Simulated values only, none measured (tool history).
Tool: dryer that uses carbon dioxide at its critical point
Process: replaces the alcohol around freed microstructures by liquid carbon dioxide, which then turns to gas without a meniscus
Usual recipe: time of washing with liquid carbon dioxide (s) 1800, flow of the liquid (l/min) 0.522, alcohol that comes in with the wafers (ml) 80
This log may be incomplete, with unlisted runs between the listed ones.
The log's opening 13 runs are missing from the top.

run	day	time of washing with liquid carbon dioxide (s)	flow of the liquid (l/min)	alcohol that comes in with the wafers (ml)	alcohol left in the vessel before it's heated (ppm by volume)
14	5.562	1800	0.688	80	124
15	6.008	1800	0.688	80	126
16	6.588	1800	0.746	80	121
17	6.908	1800	0.746	80	130
18	7.412	1800	0.746	49	130
19	7.767	1800	0.746	49	140
20	8.242	1800	0.746	49	142
21	8.633	1800	0.746	49	139
22	8.954	1620	0.522	83	231
23	9.425	1620	0.522	83	242

Run 24 has not been measured yet. What should we expect?
24	9.829	2340	0.522	31	?

Run 24 gave alcohol left in the vessel before it's heated (ppm by volume) 143.
The same run, on a tool lacking any hidden state, would have yielded alcohol left in the vessel before it's heated (ppm by volume) 4.
